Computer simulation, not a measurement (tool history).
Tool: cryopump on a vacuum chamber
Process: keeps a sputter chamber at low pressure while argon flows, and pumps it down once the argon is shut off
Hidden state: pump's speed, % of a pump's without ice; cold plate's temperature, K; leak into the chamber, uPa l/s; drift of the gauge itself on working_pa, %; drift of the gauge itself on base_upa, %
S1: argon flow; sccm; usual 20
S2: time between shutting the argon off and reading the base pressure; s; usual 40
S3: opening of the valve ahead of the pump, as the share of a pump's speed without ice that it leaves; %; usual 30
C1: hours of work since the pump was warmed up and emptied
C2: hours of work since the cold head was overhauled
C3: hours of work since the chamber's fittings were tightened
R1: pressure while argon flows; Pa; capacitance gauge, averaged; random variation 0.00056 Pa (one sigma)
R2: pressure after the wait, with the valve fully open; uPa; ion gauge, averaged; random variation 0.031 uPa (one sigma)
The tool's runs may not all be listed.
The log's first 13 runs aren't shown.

{"run": 14, "hour": 191.6, "S1": 20, "S2": 40, "S3": 30, "C1": 219, "C2": 219, "C3": 373, "R1": 0.0657, "R2": 1.9}
{"run": 15, "hour": 208.2, "S1": 20, "S2": 40, "S3": 30, "C1": 229, "C2": 229, "C3": 383, "R1": 0.0647, "R2": 1.98}
{"run": 16, "hour": 219.4, "S1": 20, "S2": 40, "S3": 30, "C1": 235, "C2": 235, "C3": 389, "R1": 0.065, "R2": 1.92}
{"run": 17, "hour": 229.9, "S1": 20, "S2": 40, "S3": 30, "C1": 241, "C2": 241, "C3": 395, "R1": 0.066, "R2": 1.94}
{"run": 18, "hour": 240.2, "S1": 16, "S2": 121, "S3": 38, "C1": 247, "C2": 247, "C3": 401, "R1": 0.0415, "R2": 1.0}
{"run": 19, "hour": 252.3, "S1": 16, "S2": 121, "S3": 38, "C1": 253, "C2": 253, "C3": 407, "R1": 0.041, "R2": 0.98}
{"run": 20, "hour": 267.2, "S1": 16, "S2": 121, "S3": 38, "C1": 262, "C2": 262, "C3": 416, "R1": 0.0408, "R2": 0.97}
{"run": 21, "hour": 284.7, "S1": 16, "S2": 121, "S3": 38, "C1": 272, "C2": 272, "C3": 426, "R1": 0.041, "R2": 1.05}
{"run": 22, "hour": 296.3, "S1": 16, "S2": 121, "S3": 38, "C1": 278, "C2": 278, "C3": 432, "R1": 0.0408, "R2": 1.02}

Forecast run 23:
{"run": 23, "hour": 306.0, "S1": 9, "S2": 82, "S3": 29, "C1": 283, "C2": 283, "C3": 438, "R1": "?", "R2": "?"}

{"run 23": {"R1": 0.0312, "R2": 1.25}}
Without the tool's hidden state the same run would have given R1 0.0304 Pa, R2 0.86 uPa.
